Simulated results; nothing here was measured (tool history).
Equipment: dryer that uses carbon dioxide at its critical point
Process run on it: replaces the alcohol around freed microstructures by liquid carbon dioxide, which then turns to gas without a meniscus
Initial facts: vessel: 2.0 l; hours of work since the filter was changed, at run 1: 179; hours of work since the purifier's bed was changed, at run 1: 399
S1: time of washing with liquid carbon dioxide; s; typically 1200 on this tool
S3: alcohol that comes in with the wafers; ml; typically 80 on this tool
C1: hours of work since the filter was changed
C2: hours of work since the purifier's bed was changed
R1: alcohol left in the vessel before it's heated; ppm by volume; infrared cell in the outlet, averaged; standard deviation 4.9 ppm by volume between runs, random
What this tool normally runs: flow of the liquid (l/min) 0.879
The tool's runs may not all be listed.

Run 1, hour 0: usual settings; C1 179; C2 399. Result: R1 72 ppm by volume.
Run 2, hour 10.7: usual settings; C1 188; C2 408. Result: R1 75 ppm by volume.
Run 3, hour 24.4: usual settings; C1 198; C2 418. Result: R1 79 ppm by volume.
Run 4, hour 34.9: usual settings; C1 206; C2 426. Result: R1 74 ppm by volume.
Run 5, hour 44.1: usual settings; C1 213; C2 433. Result: R1 75 ppm by volume.
Run 6, hour 53.9: usual settings but flow of the liquid (l/min) 1.454; C1 221; C2 441. Result: R1 34 ppm by volume.
Run 7, hour 64.6: usual settings but flow of the liquid (l/min) 1.454; C1 229; C2 449. Result: R1 24 ppm by volume.
Run 8, hour 76: usual settings; C1 237; C2 457. Result: R1 67 ppm by volume.
Run 9, hour 90.1: usual settings; C1 248; C2 468. Result: R1 81 ppm by volume.
At hour 98.7: inlet filter changed.
Run 10, hour 98.7: usual settings; C1 0; C2 474. Result: R1 52 ppm by volume.
Run 11, hour 108: usual settings; C1 7; C2 481. Result: R1 54 ppm by volume.
Run 12, hour 115.5: usual settings; C1 13; C2 487. Result: R1 58 ppm by volume.
Run 13, hour 125.2: usual settings but S3 112 ml; C1 20; C2 494. Result: R1 65 ppm by volume.
Run 14, hour 132.9: usual settings but S3 112 ml; C1 26; C2 500. Result: R1 78 ppm by volume.
Run 15, hour 139.5: usual settings but S1 720 s, flow of the liquid (l/min) 1.29; C1 31; C2 505. Result: R1 78 ppm by volume.
Run 16, hour 150.8: usual settings but S1 960 s, flow of the liquid (l/min) 0.944, S3 92 ml; C1 40; C2 514. Result: R1 115 ppm by volume.
Run 17, hour 163.1: usual settings but S1 960 s, flow of the liquid (l/min) 0.944, S3 92 ml; C1 49; C2 523. Result: R1 120 ppm by volume.
Run 18, hour 173.9: usual settings but S1 1500 s, flow of the liquid (l/min) 1.114, S3 47 ml; C1 57; C2 531. Result: R1 39 ppm by volume.
Run 19, hour 186.9: usual settings but S1 720 s, flow of the liquid (l/min) 0.65; C1 67; C2 541. Result: R1 1743 ppm by volume.
Run 20, hour 198: usual settings but flow of the liquid (l/min) 1.345, S3 22 ml; C1 76; C2 550. Result: R1 34 ppm by volume.
At hour 203.2: purifier's bed changed.
Run 21, hour 212.3: usual settings but flow of the liquid (l/min) 1.345, S3 22 ml; C1 84; C2 7. Result: R1 13 ppm by volume.
Run 22, hour 222.4: usual settings but flow of the liquid (l/min) 1.345, S3 22 ml; C1 92; C2 15. Result: R1 3 ppm by volume.
Run 23, hour 235.1: usual settings but flow of the liquid (l/min) 1.345, S3 22 ml; C1 102; C2 24. Result: R1 3 ppm by volume.
Run 24, hour 241.2: usual settings but flow of the liquid (l/min) 1.374, S3 98 ml; C1 107; C2 29. Result: R1 6 ppm by volume.

Consider 5 possible next runs. They are alternatives, not a sequence: every one starts from the tool as it was left by run 24. What does each give?
Run A, hour 251.1: usual settings but S1 1860 s, S3 24 ml; C1 114; C2 37. Result: R1 ?.
Run B, hour 251.1: usual settings but S1 1860 s, flow of the liquid (l/min) 1.091, S3 32 ml; C1 114; C2 37. Result: R1 ?.
Run C, hour 251.1: usual settings but S1 1140 s, flow of the liquid (l/min) 1.255, S3 21 ml; C1 114; C2 37. Result: R1 ?.
Run D, hour 251.1: usual settings but flow of the liquid (l/min) 0.875, S3 31 ml; C1 114; C2 37. Result: R1 ?.
Run E, hour 251.1: usual settings but S1 1320 s, flow of the liquid (l/min) 0.634, S3 47 ml; C1 114; C2 37. Result: R1 ?.

run   R1
  A    0
  B    7
  C    8
  D   24
  E  109
Had the tool no hidden state, the same runs would have come out as:
run  R1
  A   0
  B   4
  C   5
  D  17
  E  80
